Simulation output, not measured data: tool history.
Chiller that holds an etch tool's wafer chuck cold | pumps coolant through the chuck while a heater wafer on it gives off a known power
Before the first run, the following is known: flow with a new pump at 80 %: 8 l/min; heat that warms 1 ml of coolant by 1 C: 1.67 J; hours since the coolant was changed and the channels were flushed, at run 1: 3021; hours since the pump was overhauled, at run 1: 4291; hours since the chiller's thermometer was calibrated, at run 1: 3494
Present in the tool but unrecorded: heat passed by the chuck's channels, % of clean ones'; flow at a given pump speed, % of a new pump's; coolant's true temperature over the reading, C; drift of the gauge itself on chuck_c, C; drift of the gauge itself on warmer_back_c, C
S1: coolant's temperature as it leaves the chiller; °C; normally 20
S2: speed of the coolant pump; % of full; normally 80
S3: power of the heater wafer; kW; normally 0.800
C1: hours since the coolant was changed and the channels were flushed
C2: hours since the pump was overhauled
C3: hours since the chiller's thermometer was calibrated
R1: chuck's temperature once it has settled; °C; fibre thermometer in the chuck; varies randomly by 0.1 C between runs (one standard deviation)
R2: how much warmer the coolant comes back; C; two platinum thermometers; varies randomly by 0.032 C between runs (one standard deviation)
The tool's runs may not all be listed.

| run | hour | S1 | S2 | S3 | C1 | C2 | C3 | R1 | R2 |
|---|---|---|---|---|---|---|---|---|---|
| 1 | 0.0 | 20 | 80 | 0.800 | 3021 | 4291 | 3494 | 28.3 | 4.25 |
| 2 | 115.0 | 20 | 80 | 0.800 | 3136 | 4406 | 3609 | 28.2 | 4.27 |
| 3 | 188.2 | 20 | 80 | 0.800 | 3210 | 4479 | 3682 | 28.3 | 4.20 |
| 4 | 268.0 | 20 | 80 | 0.800 | 3289 | 4559 | 3762 | 28.5 | 4.26 |
| 5 | 355.8 | 20 | 80 | 0.998 | 3377 | 4647 | 3850 | 30.6 | 5.29 |
| 6 | 441.2 | 20 | 99 | 0.800 | 3463 | 4732 | 3935 | 27.5 | 3.45 |
| 7 | 496.5 | 14 | 99 | 0.800 | 3518 | 4788 | 3991 | 21.4 | 3.47 |
|  | 503.2 | chiller's thermometer calibrated |
| 8 | 570.0 | 23 | 99 | 0.800 | 3590 | 4860 | 67 | 30.5 | 3.51 |
| 9 | 688.4 | 23 | 99 | 0.800 | 3709 | 4979 | 185 | 30.6 | 3.52 |

Predict the results of run 10:
| 10 | 791.9 | 20 | 80 | 0.800 | 3812 | 5082 | 289 | ? | ? |

{"run 10": {"R1": 28.6, "R2": 4.37}}
Take away the tool's hidden state, keep the run-to-run variation as it was, and the same run would have given R1 26.9 °C, R2 3.62 C.
